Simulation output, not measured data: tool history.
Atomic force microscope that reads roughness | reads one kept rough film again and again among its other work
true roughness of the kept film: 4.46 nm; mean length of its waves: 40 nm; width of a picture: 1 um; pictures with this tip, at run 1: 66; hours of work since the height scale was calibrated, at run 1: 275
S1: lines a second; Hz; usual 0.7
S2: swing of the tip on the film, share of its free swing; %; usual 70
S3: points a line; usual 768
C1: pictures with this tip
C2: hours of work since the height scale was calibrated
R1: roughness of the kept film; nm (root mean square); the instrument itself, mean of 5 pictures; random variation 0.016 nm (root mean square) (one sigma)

run	hour	S1	S2	S3	C1	C2	R1
1	0	0.7	70	768	66	275	3.639
2	15.3	0.7	70	768	79	281	3.598
3	25.2	0.7	70	768	88	286	3.572
4	33.5	0.7	70	768	95	289	3.542
5	42.6	0.7	70	768	103	293	3.515
6	49.9	0.7	70	768	109	296	3.486
7	63.2	0.7	70	768	121	302	3.45
8	70.7	0.7	70	768	127	305	3.431
# hour 73.2: height scale calibrated on a step standard
9	87.4	0.7	70	768	141	6	3.371
10	96.7	0.7	72	768	149	10	3.357
11	109.5	0.7	72	768	160	16	3.334
12	119.1	0.7	75	768	168	20	3.261
# hour 126.2: height scale calibrated on a step standard, once more
13	133.3	2.212	69	768	180	3	3.125
14	141.7	2.212	69	768	187	7	3.09
15	151.9	2.212	69	768	196	11	3.073
16	161.8	0.768	68	768	205	15	3.181
17	176.9	2.244	61	460	218	22	3.067
18	192.2	2.244	61	460	231	29	3.056
19	204.2	2.244	61	460	241	34	3.02
20	213.7	2.11	61	621	250	38	3.025
21	220.8	2.11	61	621	256	41	2.993
22	235.2	2.11	61	621	268	47	2.952
23	249.1	3.113	73	360	280	53	2.734
24	259.5	3.113	80	360	289	58	2.553

Hidden state at the last listed run before each entry between runs and at the first one after, where it differs:
Between runs 8 and 9: height scale calibrated on a step standard (hour 73.2)
  radius of the tip, nm: 24.6 -> 26; height scale over the true one, %: 0.12 -> 0.16
  measured less the result without the state, R1: -0.492 -> -0.528 nm (root mean square)
Between runs 12 and 13: height scale calibrated on a step standard, once more (hour 126.2)
  radius of the tip, nm: 29 -> 30.5; height scale over the true one, %: 0.17 -> 0.04
  measured less the result without the state, R1: -0.607 -> -0.633 nm (root mean square)
